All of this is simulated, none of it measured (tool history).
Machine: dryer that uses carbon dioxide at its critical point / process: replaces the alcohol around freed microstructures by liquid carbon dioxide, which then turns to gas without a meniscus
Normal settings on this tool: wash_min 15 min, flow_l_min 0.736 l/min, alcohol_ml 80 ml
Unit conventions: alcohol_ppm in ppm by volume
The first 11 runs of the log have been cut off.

{"run": 12, "hour": 261.9, "wash_min": 15, "flow_l_min": 0.736, "alcohol_ml": 80, "alcohol_ppm": 578}
{"run": 13, "hour": 283.0, "wash_min": 15, "flow_l_min": 0.736, "alcohol_ml": 80, "alcohol_ppm": 577}
{"run": 14, "hour": 313.0, "wash_min": 15, "flow_l_min": 0.736, "alcohol_ml": 80, "alcohol_ppm": 602}
{"run": 15, "hour": 331.1, "wash_min": 15, "flow_l_min": 0.736, "alcohol_ml": 80, "alcohol_ppm": 615}
{"run": 16, "hour": 357.2, "wash_min": 15, "flow_l_min": 0.736, "alcohol_ml": 80, "alcohol_ppm": 619}
{"run": 17, "hour": 386.1, "wash_min": 15, "flow_l_min": 0.862, "alcohol_ml": 80, "alcohol_ppm": 351}
{"run": 18, "hour": 413.8, "wash_min": 15, "flow_l_min": 1.018, "alcohol_ml": 80, "alcohol_ppm": 181}
{"run": 19, "hour": 442.3, "wash_min": 15, "flow_l_min": 0.736, "alcohol_ml": 80, "alcohol_ppm": 665}
{"run": 20, "hour": 470.7, "wash_min": 15, "flow_l_min": 0.736, "alcohol_ml": 80, "alcohol_ppm": 680}
{"run": 21, "hour": 497.9, "wash_min": 15, "flow_l_min": 0.736, "alcohol_ml": 80, "alcohol_ppm": 690}
{"run": 22, "hour": 520.5, "wash_min": 15, "flow_l_min": 0.736, "alcohol_ml": 80, "alcohol_ppm": 687}
{"run": 23, "hour": 542.1, "wash_min": 15, "flow_l_min": 0.736, "alcohol_ml": 80, "alcohol_ppm": 722}
{"run": 24, "hour": 555.5, "wash_min": 11, "flow_l_min": 0.48, "alcohol_ml": 76, "alcohol_ppm": 5213}
{"run": 25, "hour": 569.3, "wash_min": 10, "flow_l_min": 1.054, "alcohol_ml": 21, "alcohol_ppm": 283}
{"run": 26, "hour": 589.9, "wash_min": 10, "flow_l_min": 1.054, "alcohol_ml": 21, "alcohol_ppm": 291}
{"run": 27, "hour": 611.4, "wash_min": 11, "flow_l_min": 1.195, "alcohol_ml": 59, "alcohol_ppm": 323}
{"run": 28, "hour": 639.9, "wash_min": 11, "flow_l_min": 1.195, "alcohol_ml": 59, "alcohol_ppm": 327}
{"run": 29, "hour": 662.3, "wash_min": 11, "flow_l_min": 1.195, "alcohol_ml": 59, "alcohol_ppm": 335}
{"run": 30, "hour": 678.5, "wash_min": 19, "flow_l_min": 0.527, "alcohol_ml": 21, "alcohol_ppm": 347}
{"run": 31, "hour": 698.3, "wash_min": 12, "flow_l_min": 0.527, "alcohol_ml": 47, "alcohol_ppm": 2383}
{"run": 32, "hour": 722.9, "wash_min": 15, "flow_l_min": 1.116, "alcohol_ml": 90, "alcohol_ppm": 197}

What will run 33 give?
{"run": 33, "hour": 741.6, "wash_min": 15, "flow_l_min": 1.116, "alcohol_ml": 90, "alcohol_ppm": "?"}

Run 33 came out at alcohol_ppm 205 ppm by volume.
Take away the tool's hidden state, keep the run-to-run variation as it was, and the same run would have given alcohol_ppm 73 ppm by volume.
